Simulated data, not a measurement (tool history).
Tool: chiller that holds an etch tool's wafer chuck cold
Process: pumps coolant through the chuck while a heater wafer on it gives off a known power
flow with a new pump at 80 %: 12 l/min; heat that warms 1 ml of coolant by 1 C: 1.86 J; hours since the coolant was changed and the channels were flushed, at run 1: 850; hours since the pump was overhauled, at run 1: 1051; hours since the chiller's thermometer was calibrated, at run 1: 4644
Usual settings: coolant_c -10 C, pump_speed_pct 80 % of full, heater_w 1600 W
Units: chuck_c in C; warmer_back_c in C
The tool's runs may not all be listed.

run	hour	coolant_c	pump_speed_pct	heater_w	hours since the coolant was changed and the channels were flushed	hours since the pump was overhauled	hours since the chiller's thermometer was calibrated	chuck_c	warmer_back_c
1	0	-10	80	1600	850	1051	4644	1	4.38
2	34.2	-10	80	1600	884	1085	4678	1.1	4.42
3	65	-10	80	1600	915	1116	4709	1.1	4.34
4	84	-2	80	1600	934	1135	4728	9.1	4.4
5	116.4	-10	80	1621	966	1167	4761	1.4	4.41
6	138.7	-10	74	1600	989	1190	4783	1.8	4.68
7	172.7	-10	74	1600	1023	1224	4817	1.9	4.7
8	200.8	-10	74	1600	1051	1252	4845	1.7	4.71
9	227.8	-10	74	1600	1078	1279	4872	1.8	4.77
10	249.4	-10	80	2149	1100	1301	4894	5.1	5.89
11	278.5	-10	80	2149	1129	1330	4923	5	5.9
12	319.3	-10	80	2149	1169	1370	4963	5.2	5.87
13	355.6	-10	80	2149	1206	1407	5000	5	5.89
14	376.2	-15	80	1600	1226	1427	5020	-3.7	4.39
15	399.2	-15	80	1600	1249	1450	5043	-3.6	4.42
16	423	-3	80	1600	1273	1474	5067	8.2	4.4
17	456.5	-3	68	1129	1307	1508	5101	6	3.62
18	494.8	-10	70	943	1345	1546	5139	-2.6	2.98
19	518.8	-10	78	1600	1369	1570	5163	1.6	4.5
20	554.2	-2	88	1294	1404	1605	5198	6.9	3.23
21	593.2	-2	88	1294	1443	1644	5237	6.9	3.22
22	610.7	-11	92	1530	1461	1662	5255	-0.9	3.64
23	629.8	-11	92	1530	1480	1681	5274	-0.9	3.68
24	655.7	-11	92	1530	1506	1707	5300	-0.9	3.6
25	689	-13	76	1320	1539	1740	5333	-3	3.83
26	731.2	-13	76	1320	1581	1782	5375	-3.1	3.81
27	754.8	-13	76	1320	1605	1806	5399	-3.4	3.75
28	788.2	-10	97	1600	1638	1839	5432	0.3	3.65
29	816.1	-14	69	1389	1666	1867	5460	-3.2	4.41
30	846.3	-12	69	990	1696	1897	5490	-4.1	3.14
31	867.7	-10	84	1114	1718	1919	5512	-2	2.88
32	891	-10	82	1092	1741	1942	5535	-2.1	2.95

4 ways to go on from here, each from the tool as it stands after run 32. What would each give?
A	925.5	-10	89	1092	1776	1977	5570	?	?
B	925.5	-18	70	2314	1776	1977	5570	?	?
C	925.5	-7	72	1092	1776	1977	5570	?	?
D	925.5	-17	79	1076	1776	1977	5570	?	?

run	chuck_c	warmer_back_c
A	-2.4	2.73
B	-0.2	7.23
C	1.4	3.36
D	-9	2.98
Without the tool's hidden state the same runs would have given:
run	chuck_c	warmer_back_c
A	-3.2	2.66
B	-1.5	7.05
C	0.5	3.28
D	-9.9	2.91
